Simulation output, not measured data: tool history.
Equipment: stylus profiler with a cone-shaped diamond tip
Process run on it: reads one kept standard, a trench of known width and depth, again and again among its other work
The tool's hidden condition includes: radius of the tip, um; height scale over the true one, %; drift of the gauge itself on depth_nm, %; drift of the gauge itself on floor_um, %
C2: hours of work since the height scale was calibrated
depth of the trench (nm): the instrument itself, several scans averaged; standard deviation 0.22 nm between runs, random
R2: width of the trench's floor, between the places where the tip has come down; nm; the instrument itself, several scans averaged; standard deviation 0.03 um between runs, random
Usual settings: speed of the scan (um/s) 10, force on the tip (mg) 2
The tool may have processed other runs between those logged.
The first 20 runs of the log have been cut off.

{"run": 21, "hour": 1040.3, "speed of the scan (um/s)": 10, "force on the tip (mg)": 1.08, "scans with this tip": 24244, "C2": 798, "depth of the trench (nm)": 1007.5, "R2": 89510}
{"run": 22, "hour": 1082.5, "speed of the scan (um/s)": 9, "force on the tip (mg)": 2.26, "scans with this tip": 24555, "C2": 829, "depth of the trench (nm)": 1010.2, "R2": 89510}
{"run": 23, "hour": 1161.1, "speed of the scan (um/s)": 4, "force on the tip (mg)": 2.65, "scans with this tip": 25135, "C2": 887, "depth of the trench (nm)": 1011.26, "R2": 89470}
{"run": 24, "hour": 1212.0, "speed of the scan (um/s)": 4, "force on the tip (mg)": 2.65, "scans with this tip": 25511, "C2": 924, "depth of the trench (nm)": 1011.58, "R2": 89360}
{"run": 25, "hour": 1266.2, "speed of the scan (um/s)": 3, "force on the tip (mg)": 4.84, "scans with this tip": 25911, "C2": 964, "depth of the trench (nm)": 1015.75, "R2": 89340}
{"run": 26, "hour": 1305.8, "speed of the scan (um/s)": 3, "force on the tip (mg)": 4.84, "scans with this tip": 26203, "C2": 993, "depth of the trench (nm)": 1015.94, "R2": 89340}
{"run": 27, "hour": 1346.4, "speed of the scan (um/s)": 3, "force on the tip (mg)": 4.84, "scans with this tip": 26503, "C2": 1023, "depth of the trench (nm)": 1015.97, "R2": 89280}
{"run": 28, "hour": 1383.6, "speed of the scan (um/s)": 18, "force on the tip (mg)": 1.4, "scans with this tip": 26778, "C2": 1050, "depth of the trench (nm)": 1009.11, "R2": 89120}
{"run": 29, "hour": 1447.3, "speed of the scan (um/s)": 2, "force on the tip (mg)": 2.6, "scans with this tip": 27248, "C2": 1097, "depth of the trench (nm)": 1012.13, "R2": 89180}
{"run": 30, "hour": 1485.2, "speed of the scan (um/s)": 10, "force on the tip (mg)": 2.37, "scans with this tip": 27528, "C2": 1124, "depth of the trench (nm)": 1011.67, "R2": 89090}
{"run": 31, "hour": 1558.4, "speed of the scan (um/s)": 15, "force on the tip (mg)": 2, "scans with this tip": 28069, "C2": 1178, "depth of the trench (nm)": 1010.88, "R2": 89030}
{"run": 32, "hour": 1622.9, "speed of the scan (um/s)": 23, "force on the tip (mg)": 1.44, "scans with this tip": 28545, "C2": 1225, "depth of the trench (nm)": 1009.76, "R2": 88920}
{"run": 33, "hour": 1666.5, "speed of the scan (um/s)": 4, "force on the tip (mg)": 1.48, "scans with this tip": 28867, "C2": 1257, "depth of the trench (nm)": 1009.75, "R2": 88930}
{"run": 34, "hour": 1721.0, "speed of the scan (um/s)": 10, "force on the tip (mg)": 2, "scans with this tip": 29269, "C2": 1297, "depth of the trench (nm)": 1011.4, "R2": 88930}
{"run": 35, "hour": 1772.1, "speed of the scan (um/s)": 8, "force on the tip (mg)": 2.9, "scans with this tip": 29647, "C2": 1335, "depth of the trench (nm)": 1013.56, "R2": 88880}

Predict each of these 4 candidate next runs independently; none follows another, all start after run 35:
{"run": "A", "hour": 1806.7, "speed of the scan (um/s)": 10, "force on the tip (mg)": 5.14, "scans with this tip": 29902, "C2": 1360, "depth of the trench (nm)": "?", "R2": "?"}
{"run": "B", "hour": 1806.7, "speed of the scan (um/s)": 7, "force on the tip (mg)": 5.78, "scans with this tip": 29902, "C2": 1360, "depth of the trench (nm)": "?", "R2": "?"}
{"run": "C", "hour": 1806.7, "speed of the scan (um/s)": 8, "force on the tip (mg)": 4.69, "scans with this tip": 29902, "C2": 1360, "depth of the trench (nm)": "?", "R2": "?"}
{"run": "D", "hour": 1806.7, "speed of the scan (um/s)": 24, "force on the tip (mg)": 2, "scans with this tip": 29902, "C2": 1360, "depth of the trench (nm)": "?", "R2": "?"}

run=A depth_of_the_trench_(nm)=1017.85 R2=88810
run=B depth_of_the_trench_(nm)=1018.66 R2=88830
run=C depth_of_the_trench_(nm)=1017.28 R2=88800
run=D depth_of_the_trench_(nm)=1011.62 R2=88690
The same runs, with their run-to-run variation unchanged, on a tool lacking any hidden condition would have given:
run=A depth_of_the_trench_(nm)=1013.2 R2=93960
run=B depth_of_the_trench_(nm)=1014.01 R2=93980
run=C depth_of_the_trench_(nm)=1012.63 R2=93940
run=D depth_of_the_trench_(nm)=1007 R2=93840

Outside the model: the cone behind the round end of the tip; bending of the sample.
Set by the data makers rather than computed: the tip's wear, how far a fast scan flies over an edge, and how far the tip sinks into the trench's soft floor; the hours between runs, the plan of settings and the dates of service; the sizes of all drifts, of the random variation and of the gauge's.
